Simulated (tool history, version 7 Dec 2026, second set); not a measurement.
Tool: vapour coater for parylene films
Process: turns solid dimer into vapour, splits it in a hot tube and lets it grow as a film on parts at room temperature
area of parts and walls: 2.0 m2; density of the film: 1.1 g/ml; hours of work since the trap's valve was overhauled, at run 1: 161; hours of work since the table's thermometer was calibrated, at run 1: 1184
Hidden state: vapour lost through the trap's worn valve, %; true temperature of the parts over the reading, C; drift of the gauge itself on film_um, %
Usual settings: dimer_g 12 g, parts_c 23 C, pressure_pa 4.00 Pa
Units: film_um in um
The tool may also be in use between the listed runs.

run,day,dimer_g,parts_c,pressure_pa,hours of work since the trap's valve was overhauled,hours of work since the table's thermometer was calibrated,film_um
1,0.000,12,23,4.00,161,1184,3.32
2,1.858,12,23,2.86,188,1210,3.67
3,3.183,12,23,2.86,207,1229,3.62
4,4.650,21,23,4.00,228,1250,5.95
5,6.325,21,23,4.00,252,1274,5.91
6,7.717,12,23,4.00,271,1294,3.34
7,9.583,12,23,5.95,298,1320,3.03
8,11.633,12,23,4.00,327,1349,3.36
9,13.312,12,23,4.00,351,1373,3.32
10,14.904,12,23,4.00,374,1396,3.37
11,16.433,12,25,4.00,396,1418,3.19
12,17.604,12,25,4.00,412,1435,3.20
13,19.092,12,25,8.54,434,1456,2.71
14,20.071,12,23,2.63,447,1470,3.61
15,21.917,5,23,4.00,474,1496,1.36
16,23.175,12,19,4.00,492,1514,3.52
17,24.417,12,23,4.00,509,1532,3.30
18,25.496,12,23,4.00,525,1547,3.28
19,27.442,12,18,4.00,553,1575,3.54
20,29.012,12,18,4.00,575,1597,3.57
21,30.854,12,18,4.00,601,1623,3.56
# day 32.167: trap's valve overhauled
22,32.762,12,23,4.00,9,1648,3.44
23,35.029,12,23,4.00,41,1680,3.44
24,36.142,12,23,4.00,57,1696,3.44
25,38.488,12,23,4.00,90,1730,3.39
26,39.479,20,17,4.15,104,1744,6.25
27,40.675,20,17,4.15,121,1761,6.25
# day 40.858: table's thermometer calibrated
28,42.967,11,31,6.90,153,30,2.42
29,45.283,11,31,6.90,186,63,2.42
30,47.100,12,23,2.92,212,89,3.61
31,48.671,12,34,4.00,235,111,2.83
32,49.683,12,23,4.36,249,126,3.30
# day 50.583: table's thermometer calibrated, once more
33,51.417,12,23,4.36,273,12,3.23
34,52.517,12,23,4.36,289,28,3.26
35,53.571,12,24,4.00,304,43,3.25
36,55.688,12,24,4.00,334,73,3.25
37,57.192,12,24,4.00,355,94,3.23
38,59.112,10,27,4.00,383,122,2.55
39,60.371,12,30,4.00,401,139,2.90
40,61.333,11,22,6.65,414,153,2.73
41,62.612,18,30,6.65,433,171,3.86
42,64.000,18,30,6.65,452,191,3.87
43,65.425,9,19,11.70,473,211,2.05
44,67.125,6,19,6.51,497,236,1.57
45,68.125,16,30,3.34,511,250,3.99
46,69.221,16,31,11.20,527,266,3.02

Hidden state at the last listed run before each entry between runs and at the first one after, where it differs:
Between runs 21 and 22: trap's valve overhauled (day 32.167)
  vapour lost through the trap's worn valve, %: 5 -> 0.5; true temperature of the parts over the reading, C: -0.88 -> -0.89
  measured less the result without the state, film_um: -0.13 -> +0.04 um
Between runs 27 and 28: table's thermometer calibrated (day 40.858)
  vapour lost through the trap's worn valve, %: 1.4 -> 1.6; true temperature of the parts over the reading, C: -0.96 -> -1.35
  measured less the result without the state, film_um: +0.01 -> +0.02 um
Between runs 32 and 33: table's thermometer calibrated, once more (day 50.583)
  vapour lost through the trap's worn valve, %: 2.4 -> 2.6; true temperature of the parts over the reading, C: -1.41 -> -0.11
  measured less the result without the state, film_um: +0.00 -> -0.08 um
